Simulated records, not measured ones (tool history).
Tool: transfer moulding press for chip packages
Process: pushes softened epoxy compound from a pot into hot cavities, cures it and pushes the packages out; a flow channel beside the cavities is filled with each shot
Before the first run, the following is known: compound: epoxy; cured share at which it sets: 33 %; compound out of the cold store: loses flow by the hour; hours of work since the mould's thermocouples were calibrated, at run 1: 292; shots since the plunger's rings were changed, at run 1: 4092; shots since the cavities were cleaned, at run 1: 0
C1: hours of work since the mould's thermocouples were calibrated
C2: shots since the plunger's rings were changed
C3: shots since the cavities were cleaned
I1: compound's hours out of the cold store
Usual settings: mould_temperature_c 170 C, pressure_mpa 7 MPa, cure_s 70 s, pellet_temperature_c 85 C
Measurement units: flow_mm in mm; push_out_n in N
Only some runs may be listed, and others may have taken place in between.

{"run": 1, "hour": 0.0, "mould_temperature_c": 170, "pressure_mpa": 7, "cure_s": 70, "pellet_temperature_c": 85, "C1": 292, "C2": 4092, "C3": 0, "I1": 45.7, "flow_mm": 481, "push_out_n": 300}
{"run": 2, "hour": 6.5, "mould_temperature_c": 170, "pressure_mpa": 7, "cure_s": 70, "pellet_temperature_c": 85, "C1": 296, "C2": 4180, "C3": 88, "I1": 16.5, "flow_mm": 577, "push_out_n": 334}
{"run": 3, "hour": 18.6, "mould_temperature_c": 170, "pressure_mpa": 7, "cure_s": 60, "pellet_temperature_c": 85, "C1": 303, "C2": 4342, "C3": 250, "I1": 36.7, "flow_mm": 503, "push_out_n": 501}
{"run": 4, "hour": 27.0, "mould_temperature_c": 170, "pressure_mpa": 7, "cure_s": 60, "pellet_temperature_c": 85, "C1": 309, "C2": 4455, "C3": 363, "I1": 20.1, "flow_mm": 568, "push_out_n": 566}
{"run": 5, "hour": 34.1, "mould_temperature_c": 170, "pressure_mpa": 7, "cure_s": 60, "pellet_temperature_c": 85, "C1": 313, "C2": 4549, "C3": 457, "I1": 40.5, "flow_mm": 486, "push_out_n": 537}
{"run": 6, "hour": 40.5, "mould_temperature_c": 170, "pressure_mpa": 7, "cure_s": 90, "pellet_temperature_c": 85, "C1": 317, "C2": 4635, "C3": 543, "I1": 14.4, "flow_mm": 586, "push_out_n": 393}
{"run": 7, "hour": 48.0, "mould_temperature_c": 174, "pressure_mpa": 7, "cure_s": 70, "pellet_temperature_c": 85, "C1": 322, "C2": 4736, "C3": 644, "I1": 14.5, "flow_mm": 578, "push_out_n": 426}
{"run": 8, "hour": 60.9, "mould_temperature_c": 174, "pressure_mpa": 7, "cure_s": 70, "pellet_temperature_c": 85, "C1": 330, "C2": 4909, "C3": 817, "I1": 34.9, "flow_mm": 496, "push_out_n": 435}
{"hour": 70.9, "done": "cavities cleaned with cleaning compound and waxed"}
{"run": 9, "hour": 73.9, "mould_temperature_c": 174, "pressure_mpa": 7, "cure_s": 70, "pellet_temperature_c": 85, "C1": 337, "C2": 5063, "C3": 41, "I1": 47.9, "flow_mm": 453, "push_out_n": 285}
{"run": 10, "hour": 84.4, "mould_temperature_c": 174, "pressure_mpa": 7, "cure_s": 70, "pellet_temperature_c": 85, "C1": 344, "C2": 5204, "C3": 182, "I1": 44, "flow_mm": 468, "push_out_n": 320}
{"run": 11, "hour": 93.0, "mould_temperature_c": 174, "pressure_mpa": 5.43, "cure_s": 52, "pellet_temperature_c": 85, "C1": 350, "C2": 5320, "C3": 298, "I1": 38.3, "flow_mm": 429, "push_out_n": 541}
{"run": 12, "hour": 99.6, "mould_temperature_c": 165, "pressure_mpa": 7, "cure_s": 78, "pellet_temperature_c": 85, "C1": 354, "C2": 5407, "C3": 385, "I1": 32.1, "flow_mm": 519, "push_out_n": 466}
{"run": 13, "hour": 112.7, "mould_temperature_c": 173, "pressure_mpa": 8.31, "cure_s": 70, "pellet_temperature_c": 85, "C1": 362, "C2": 5583, "C3": 561, "I1": 24.1, "flow_mm": 579, "push_out_n": 421}
{"run": 14, "hour": 120.4, "mould_temperature_c": 173, "pressure_mpa": 8.31, "cure_s": 61, "pellet_temperature_c": 85, "C1": 367, "C2": 5687, "C3": 665, "I1": 19, "flow_mm": 598, "push_out_n": 524}
{"run": 15, "hour": 131.1, "mould_temperature_c": 173, "pressure_mpa": 8.31, "cure_s": 61, "pellet_temperature_c": 85, "C1": 374, "C2": 5830, "C3": 808, "I1": 31, "flow_mm": 551, "push_out_n": 536}
{"hour": 142.1, "done": "cavities cleaned with cleaning compound and waxed"}
{"run": 16, "hour": 145.2, "mould_temperature_c": 167, "pressure_mpa": 5.82, "cure_s": 54, "pellet_temperature_c": 82, "C1": 382, "C2": 5999, "C3": 42, "I1": 10.4, "flow_mm": 542, "push_out_n": 762}
{"run": 17, "hour": 155.2, "mould_temperature_c": 171, "pressure_mpa": 5.82, "cure_s": 54, "pellet_temperature_c": 94, "C1": 388, "C2": 6133, "C3": 176, "I1": 16, "flow_mm": 507, "push_out_n": 587}

Forecast each of these 3 alternatives for the next run:
{"hour": 167.0, "done": "plunger's sealing rings changed"}
{"run": "A", "hour": 169.4, "mould_temperature_c": 167, "pressure_mpa": 5.82, "cure_s": 54, "pellet_temperature_c": 94, "C1": 395, "C2": 32, "C3": 333, "I1": 44.1, "flow_mm": "?", "push_out_n": "?"}
{"hour": 167.0, "done": "plunger's sealing rings changed"}
{"run": "B", "hour": 169.4, "mould_temperature_c": 170, "pressure_mpa": 7, "cure_s": 95, "pellet_temperature_c": 85, "C1": 395, "C2": 32, "C3": 333, "I1": 33.1, "flow_mm": "?", "push_out_n": "?"}
{"hour": 167.0, "done": "plunger's sealing rings changed"}
{"run": "C", "hour": 169.4, "mould_temperature_c": 164, "pressure_mpa": 5.82, "cure_s": 50, "pellet_temperature_c": 94, "C1": 395, "C2": 32, "C3": 333, "I1": 27, "flow_mm": "?", "push_out_n": "?"}

run=A flow_mm=479 push_out_n=784
run=B flow_mm=559 push_out_n=345
run=C flow_mm=546 push_out_n=1173
Had the tool no hidden state, the same runs would have come out as:
run=A flow_mm=481 push_out_n=596
run=B flow_mm=561 push_out_n=254
run=C flow_mm=548 push_out_n=882

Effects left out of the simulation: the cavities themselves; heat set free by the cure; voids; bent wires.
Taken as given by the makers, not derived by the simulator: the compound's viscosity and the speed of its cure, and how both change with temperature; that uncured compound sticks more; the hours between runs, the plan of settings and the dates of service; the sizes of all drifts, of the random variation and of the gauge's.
